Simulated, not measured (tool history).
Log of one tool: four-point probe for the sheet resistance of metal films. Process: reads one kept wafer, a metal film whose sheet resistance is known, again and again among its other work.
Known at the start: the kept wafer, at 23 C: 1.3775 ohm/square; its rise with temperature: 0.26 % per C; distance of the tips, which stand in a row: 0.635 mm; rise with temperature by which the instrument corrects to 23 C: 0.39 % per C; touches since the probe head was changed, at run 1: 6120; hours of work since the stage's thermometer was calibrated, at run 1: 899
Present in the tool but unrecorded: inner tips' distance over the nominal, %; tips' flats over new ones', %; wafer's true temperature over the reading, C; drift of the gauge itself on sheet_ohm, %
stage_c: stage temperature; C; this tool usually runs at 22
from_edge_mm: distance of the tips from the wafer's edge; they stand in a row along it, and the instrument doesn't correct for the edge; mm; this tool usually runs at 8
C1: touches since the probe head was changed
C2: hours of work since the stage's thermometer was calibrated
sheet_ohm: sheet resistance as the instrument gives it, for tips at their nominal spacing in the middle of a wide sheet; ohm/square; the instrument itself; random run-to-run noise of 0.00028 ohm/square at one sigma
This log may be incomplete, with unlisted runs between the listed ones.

Run 1, hour 0.0: usual settings; C1 6120; C2 899. Result: sheet_ohm 1.383619 ohm/square.
Run 2, hour 12.2: usual settings but stage_c 25 C; C1 6774; C2 908. Result: sheet_ohm 1.378280 ohm/square.
Run 3, hour 26.1: usual settings but stage_c 25 C; C1 7523; C2 918. Result: sheet_ohm 1.378703 ohm/square.
Run 4, hour 40.8: usual settings but stage_c 25 C; C1 8312; C2 929. Result: sheet_ohm 1.378698 ohm/square.
Run 5, hour 48.1: usual settings but stage_c 25 C, from_edge_mm 47 mm; C1 8703; C2 935. Result: sheet_ohm 1.373910 ohm/square.
Run 6, hour 59.8: usual settings; C1 9334; C2 944. Result: sheet_ohm 1.384088 ohm/square.
Run 7, hour 69.3: usual settings but from_edge_mm 13 mm; C1 9840; C2 951. Result: sheet_ohm 1.380508 ohm/square.
Run 8, hour 81.9: usual settings but stage_c 18 C; C1 10518; C2 960. Result: sheet_ohm 1.390870 ohm/square.
Run 9, hour 92.9: usual settings but stage_c 21 C; C1 11108; C2 969. Result: sheet_ohm 1.385819 ohm/square.
Run 10, hour 104.2: usual settings but stage_c 29 C; C1 11714; C2 977. Result: sheet_ohm 1.371669 ohm/square.
Run 11, hour 113.0: usual settings but stage_c 19 C, from_edge_mm 19 mm; C1 12188; C2 984. Result: sheet_ohm 1.384866 ohm/square.
Run 12, hour 125.8: usual settings but stage_c 19 C, from_edge_mm 19 mm; C1 12874; C2 993. Result: sheet_ohm 1.385352 ohm/square.
Run 13, hour 137.6: usual settings but stage_c 24 C, from_edge_mm 22 mm; C1 13508; C2 1002. Result: sheet_ohm 1.376178 ohm/square.
Run 14, hour 147.5: usual settings but stage_c 24 C, from_edge_mm 22 mm; C1 14039; C2 1010. Result: sheet_ohm 1.376517 ohm/square.
Run 15, hour 161.2: usual settings but stage_c 31 C, from_edge_mm 10 mm; C1 14775; C2 1020. Result: sheet_ohm 1.366856 ohm/square.
Run 16, hour 171.0: usual settings but stage_c 24 C, from_edge_mm 17 mm; C1 15303; C2 1027. Result: sheet_ohm 1.376458 ohm/square.
Run 17, hour 181.3: usual settings but stage_c 24 C, from_edge_mm 17 mm; C1 15856; C2 1035. Result: sheet_ohm 1.376469 ohm/square.
Run 18, hour 194.8: usual settings but stage_c 21 C, from_edge_mm 32 mm; C1 16581; C2 1045. Result: sheet_ohm 1.381108 ohm/square.
Run 19, hour 208.1: usual settings but stage_c 30 C, from_edge_mm 26 mm; C1 17294; C2 1055. Result: sheet_ohm 1.365722 ohm/square.

Branching from run 19: 3 alternative next runs. What would each branch give?
Run A, hour 219.7: usual settings but stage_c 21 C, from_edge_mm 36 mm; C1 17916; C2 1064. Result: sheet_ohm ?.
Run B, hour 219.7: usual settings but stage_c 24 C, from_edge_mm 13 mm; C1 17916; C2 1064. Result: sheet_ohm ?.
Run C, hour 219.7: usual settings but stage_c 19 C, from_edge_mm 9 mm; C1 17916; C2 1064. Result: sheet_ohm ?.

run  sheet_ohm
  A   1.381272
  B   1.377697
  C   1.388511
The same runs, with their run-to-run variation unchanged, on a tool lacking any hidden condition would have given:
run  sheet_ohm
  A   1.381391
  B   1.377816
  C   1.388631
